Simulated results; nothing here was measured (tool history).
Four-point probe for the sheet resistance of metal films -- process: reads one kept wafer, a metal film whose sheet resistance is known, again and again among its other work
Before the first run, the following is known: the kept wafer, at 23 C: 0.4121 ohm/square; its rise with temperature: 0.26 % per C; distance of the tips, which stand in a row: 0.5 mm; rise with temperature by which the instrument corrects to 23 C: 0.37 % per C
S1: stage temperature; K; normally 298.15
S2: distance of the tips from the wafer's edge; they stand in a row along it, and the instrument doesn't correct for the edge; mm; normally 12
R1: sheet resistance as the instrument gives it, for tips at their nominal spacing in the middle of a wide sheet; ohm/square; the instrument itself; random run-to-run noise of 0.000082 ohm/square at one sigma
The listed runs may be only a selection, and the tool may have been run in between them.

run   hour      S1  S2        R1
  1    0.0  298.15  12  0.414317
  2   13.8  298.15  12  0.414376
  3   25.2  298.15  12  0.414441
  4   37.1  306.15  12  0.411104
  5   44.4  306.15  12  0.411036
  6   54.8  294.15  12  0.416268
  7   64.7  298.15  12  0.414337
      66.5  -- stage's thermometer calibrated
  8   73.6  298.15  12  0.414503
  9   83.4  298.15  12  0.414531
 10   98.4  298.15  12  0.414461
 11  107.7  298.15  12  0.414492
 12  119.5  298.15  12  0.414452
     123.5  -- stage's thermometer calibrated, once more
 13  128.9  292.15  21  0.416889
 14  141.1  292.15  21  0.416847
 15  151.7  304.15  12  0.411717
 16  164.6  293.15  30  0.416371
 17  180.3  293.15  30  0.416348
 18  190.1  300.15   6  0.414957
 19  197.6  305.15   4  0.414602
 20  214.2  307.15  55  0.410640
 21  226.9  298.15  10  0.414762
 22  236.4  292.15  11  0.417340

For run 23, what comes out?
 23  253.0  292.15  11   ?

R1: 0.417336 ohm/square
Had the tool carried no hidden state, the very same run would have given R1 0.414302 ohm/square.

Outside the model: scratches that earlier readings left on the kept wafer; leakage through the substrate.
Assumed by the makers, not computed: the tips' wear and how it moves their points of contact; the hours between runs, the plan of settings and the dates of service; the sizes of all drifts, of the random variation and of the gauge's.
